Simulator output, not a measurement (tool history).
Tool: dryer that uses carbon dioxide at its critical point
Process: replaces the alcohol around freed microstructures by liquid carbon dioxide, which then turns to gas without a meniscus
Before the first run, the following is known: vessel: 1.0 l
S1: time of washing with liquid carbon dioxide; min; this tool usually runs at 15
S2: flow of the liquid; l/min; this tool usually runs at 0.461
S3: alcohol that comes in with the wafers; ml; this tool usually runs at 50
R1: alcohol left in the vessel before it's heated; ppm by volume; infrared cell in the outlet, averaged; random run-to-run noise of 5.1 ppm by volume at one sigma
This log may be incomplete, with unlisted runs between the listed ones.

{"run": 1, "hour": 0.0, "S1": 15, "S2": 0.461, "S3": 50, "R1": 89}
{"run": 2, "hour": 12.4, "S1": 15, "S2": 0.461, "S3": 50, "R1": 119}
{"run": 3, "hour": 34.4, "S1": 15, "S2": 0.461, "S3": 50, "R1": 116}
{"run": 4, "hour": 54.5, "S1": 15, "S2": 0.461, "S3": 50, "R1": 118}
{"run": 5, "hour": 66.7, "S1": 15, "S2": 0.461, "S3": 50, "R1": 127}
{"run": 6, "hour": 80.2, "S1": 15, "S2": 0.461, "S3": 50, "R1": 131}
{"run": 7, "hour": 106.2, "S1": 15, "S2": 0.461, "S3": 50, "R1": 152}
{"hour": 113.1, "done": "inlet filter changed"}
{"run": 8, "hour": 127.6, "S1": 15, "S2": 0.461, "S3": 50, "R1": 73}
{"run": 9, "hour": 151.0, "S1": 15, "S2": 0.461, "S3": 50, "R1": 87}
{"run": 10, "hour": 175.4, "S1": 15, "S2": 0.461, "S3": 50, "R1": 100}
{"run": 11, "hour": 195.6, "S1": 15, "S2": 0.461, "S3": 50, "R1": 110}
{"run": 12, "hour": 219.8, "S1": 16, "S2": 0.461, "S3": 50, "R1": 88}
{"run": 13, "hour": 238.0, "S1": 15, "S2": 0.461, "S3": 45, "R1": 121}
{"run": 14, "hour": 252.9, "S1": 15, "S2": 0.461, "S3": 50, "R1": 131}
{"run": 15, "hour": 274.0, "S1": 15, "S2": 0.461, "S3": 50, "R1": 137}
{"run": 16, "hour": 295.7, "S1": 15, "S2": 0.461, "S3": 50, "R1": 144}
{"run": 17, "hour": 315.6, "S1": 15, "S2": 0.563, "S3": 50, "R1": 72}
{"run": 18, "hour": 335.3, "S1": 15, "S2": 0.563, "S3": 50, "R1": 78}
{"run": 19, "hour": 346.6, "S1": 15, "S2": 0.563, "S3": 50, "R1": 76}
{"run": 20, "hour": 360.5, "S1": 15, "S2": 0.563, "S3": 50, "R1": 88}
{"hour": 379.0, "done": "inlet filter changed"}
{"run": 21, "hour": 382.8, "S1": 15, "S2": 0.335, "S3": 44, "R1": 376}
{"run": 22, "hour": 395.5, "S1": 15, "S2": 0.335, "S3": 44, "R1": 390}
{"run": 23, "hour": 411.8, "S1": 19, "S2": 0.467, "S3": 44, "R1": 66}
{"run": 24, "hour": 425.3, "S1": 19, "S2": 0.467, "S3": 44, "R1": 66}
{"run": 25, "hour": 439.5, "S1": 11, "S2": 0.467, "S3": 62, "R1": 519}
{"run": 26, "hour": 461.1, "S1": 22, "S2": 0.571, "S3": 83, "R1": 65}
{"run": 27, "hour": 475.0, "S1": 20, "S2": 0.571, "S3": 105, "R1": 71}
{"run": 28, "hour": 495.7, "S1": 12, "S2": 0.461, "S3": 50, "R1": 355}
{"run": 29, "hour": 513.1, "S1": 15, "S2": 0.461, "S3": 59, "R1": 164}
{"run": 30, "hour": 528.8, "S1": 21, "S2": 0.432, "S3": 86, "R1": 91}
{"run": 31, "hour": 540.3, "S1": 11, "S2": 0.66, "S3": 50, "R1": 134}
{"run": 32, "hour": 559.9, "S1": 21, "S2": 0.37, "S3": 89, "R1": 168}
{"run": 33, "hour": 575.9, "S1": 10, "S2": 0.405, "S3": 44, "R1": 1286}
{"run": 34, "hour": 597.3, "S1": 18, "S2": 0.41, "S3": 49, "R1": 148}
{"run": 35, "hour": 612.5, "S1": 10, "S2": 0.318, "S3": 50, "R1": 3273}

Some steps in R1, run to run, broken into two amounts with sign: the step expected even without the hidden condition (settings, incoming material, random variation), and the rest, left for the hidden condition together with whatever gauge scatter is not in both the measured and the hidden-condition-free result:
Hidden conditions of the tool in this case: flow that reaches the vessel past the clogged filter, %; alcohol in the recycled carbon dioxide, ppm; drift of the gauge itself on alcohol_ppm, %.
Run 32 -> 33: S1 21 -> 10, S2 0.37 -> 0.405, S3 89 -> 44. R1 +1118 ppm by volume: hidden state +394, all else +724.
Run 33 -> 34: S1 10 -> 18, S2 0.405 -> 0.41, S3 44 -> 49. R1 -1138 ppm by volume: hidden state -394, all else -744.
Run 34 -> 35: S1 18 -> 10, S2 0.41 -> 0.318, S3 49 -> 50. R1 +3125 ppm by volume: hidden state +1037, all else +2088.

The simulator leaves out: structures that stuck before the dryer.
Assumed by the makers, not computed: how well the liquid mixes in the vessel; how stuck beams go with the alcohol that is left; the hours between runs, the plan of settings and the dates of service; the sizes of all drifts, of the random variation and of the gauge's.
